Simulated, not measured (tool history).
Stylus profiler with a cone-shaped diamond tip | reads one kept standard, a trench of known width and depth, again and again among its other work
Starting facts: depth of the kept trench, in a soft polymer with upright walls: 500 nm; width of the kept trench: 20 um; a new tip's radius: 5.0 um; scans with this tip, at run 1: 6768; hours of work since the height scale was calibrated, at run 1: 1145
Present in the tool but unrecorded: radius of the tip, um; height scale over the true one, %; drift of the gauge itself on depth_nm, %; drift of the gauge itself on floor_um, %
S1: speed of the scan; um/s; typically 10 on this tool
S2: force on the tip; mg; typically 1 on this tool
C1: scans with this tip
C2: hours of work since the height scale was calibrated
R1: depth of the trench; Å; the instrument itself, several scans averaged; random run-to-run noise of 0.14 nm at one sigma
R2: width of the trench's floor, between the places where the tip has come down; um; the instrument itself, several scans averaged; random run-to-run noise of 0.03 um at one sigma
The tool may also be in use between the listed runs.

| run | day | S1 | S2 | C1 | C2 | R1 | R2 |
|---|---|---|---|---|---|---|---|
| 1 | 0 | 10 | 1 | 6768 | 1145 | 5044.7 | 15.17 |
| 2 | 2.058 | 22 | 1 | 6899 | 1168 | 5041.8 | 15.1 |
| 3 | 3.521 | 22 | 1 | 6992 | 1183 | 5043.5 | 15.03 |
| 4 | 5.979 | 22 | 1 | 7150 | 1210 | 5045.6 | 15.09 |
| 5 | 7.171 | 22 | 1 | 7226 | 1223 | 5045.8 | 15.09 |
| 6 | 9.562 | 22 | 1 | 7379 | 1249 | 5044.1 | 15.12 |
| 7 | 11.929 | 22 | 1 | 7530 | 1274 | 5047.9 | 15.09 |
| 8 | 13.308 | 22 | 1 | 7618 | 1289 | 5046 | 15.09 |
| 9 | 15.354 | 16 | 1 | 7749 | 1311 | 5045.5 | 15.08 |
| 10 | 16.471 | 16 | 1 | 7820 | 1323 | 5045.8 | 15.11 |
| 11 | 18.742 | 3 | 1 | 7965 | 1348 | 5045 | 15.14 |
| 12 | 20.308 | 10 | 0.73 | 8065 | 1365 | 5043.4 | 15.13 |
| 13 | 22.492 | 10 | 0.73 | 8204 | 1388 | 5042.7 | 15.13 |
| 14 | 24.204 | 10 | 0.73 | 8314 | 1407 | 5044.1 | 15.05 |
| 15 | 25.562 | 39 | 1 | 8401 | 1422 | 5047.5 | 14.9 |
| 16 | 27.158 | 39 | 1 | 8503 | 1439 | 5049.9 | 14.93 |
| 17 | 29.767 | 39 | 1 | 8669 | 1467 | 5049.3 | 14.91 |
| 18 | 31.629 | 39 | 1 | 8788 | 1487 | 5048.2 | 14.88 |
| 19 | 33.654 | 10 | 0.95 | 8917 | 1509 | 5047.6 | 15.02 |
| 20 | 35.471 | 10 | 0.95 | 9034 | 1529 | 5046.4 | 15.07 |
| 21 | 37.762 | 10 | 1 | 9180 | 1554 | 5049.3 | 15.1 |
| 22 | 40.321 | 10 | 1.24 | 9343 | 1581 | 5054.9 | 15.01 |
| 23 | 42.7 | 10 | 1.24 | 9495 | 1607 | 5056.8 | 15.06 |
| 24 | 44.129 | 2 | 1.42 | 9587 | 1622 | 5055.5 | 15.04 |
| 25 | 45.683 | 7 | 0.4 | 9686 | 1639 | 5042.2 | 15.01 |
| 26 | 48.312 | 7 | 0.38 | 9854 | 1668 | 5044.9 | 14.99 |
| 27 | 50.354 | 21 | 0.4 | 9984 | 1690 | 5044.9 | 14.83 |
| 28 | 52.442 | 4 | 2.09 | 10118 | 1712 | 5066.7 | 15.05 |
|  | 53.7 | height scale calibrated on a step standard |
| 29 | 54.592 | 16 | 2.34 | 10254 | 10 | 5092.8 | 14.99 |
| 30 | 56.379 | 25 | 1.62 | 10368 | 29 | 5081.5 | 14.93 |
| 31 | 57.946 | 25 | 1.62 | 10468 | 46 | 5085 | 14.91 |
| 32 | 59.65 | 3 | 0.99 | 10577 | 64 | 5078 | 15.07 |
| 33 | 61.667 | 3 | 1.25 | 10706 | 86 | 5078.8 | 15.02 |
| 34 | 63.204 | 11 | 1.15 | 10804 | 103 | 5078.7 | 14.97 |
| 35 | 64.296 | 3 | 1 | 10874 | 115 | 5077.1 | 14.98 |
|  | 65.729 | height scale calibrated on a step standard, once more |
| 36 | 66.242 | 6 | 0.63 | 10997 | 6 | 5012.8 | 14.92 |
| 37 | 67.729 | 4 | 1.31 | 11092 | 22 | 5026.4 | 15 |
| 38 | 68.917 | 4 | 1.31 | 11167 | 34 | 5024 | 15 |
| 39 | 70.904 | 4 | 1.31 | 11294 | 56 | 5026.7 | 14.97 |
| 40 | 72.596 | 17 | 0.61 | 11402 | 74 | 5016.4 | 14.83 |
| 41 | 73.933 | 17 | 0.61 | 11488 | 89 | 5015.7 | 14.81 |
| 42 | 75.371 | 17 | 0.61 | 11580 | 104 | 5020.1 | 14.79 |
| 43 | 77.779 | 3 | 2.38 | 11734 | 130 | 5040.1 | 14.98 |
| 44 | 79.9 | 11 | 1.24 | 11869 | 153 | 5028.9 | 14.88 |
| 45 | 82.162 | 21 | 0.61 | 12014 | 178 | 5020.7 | 14.8 |
| 46 | 84.871 | 30 | 0.39 | 12187 | 207 | 5012.9 | 14.61 |

Branching from run 46: 3 alternative next runs. What would each branch give?
| A | 87.371 | 3 | 0.58 | 12346 | 234 | ? | ? |
| B | 87.371 | 10 | 0.54 | 12346 | 234 | ? | ? |
| C | 87.371 | 30 | 2.86 | 12346 | 234 | ? | ? |

| run | R1 | R2 |
|---|---|---|
| A | 5018.4 | 14.87 |
| B | 5020.7 | 14.85 |
| C | 5046.3 | 14.81 |
The same runs, with their run-to-run variation unchanged, on a tool lacking any hidden condition would have given:
| run | R1 | R2 |
|---|---|---|
| A | 5013.5 | 15.58 |
| B | 5015.8 | 15.56 |
| C | 5041.4 | 15.53 |
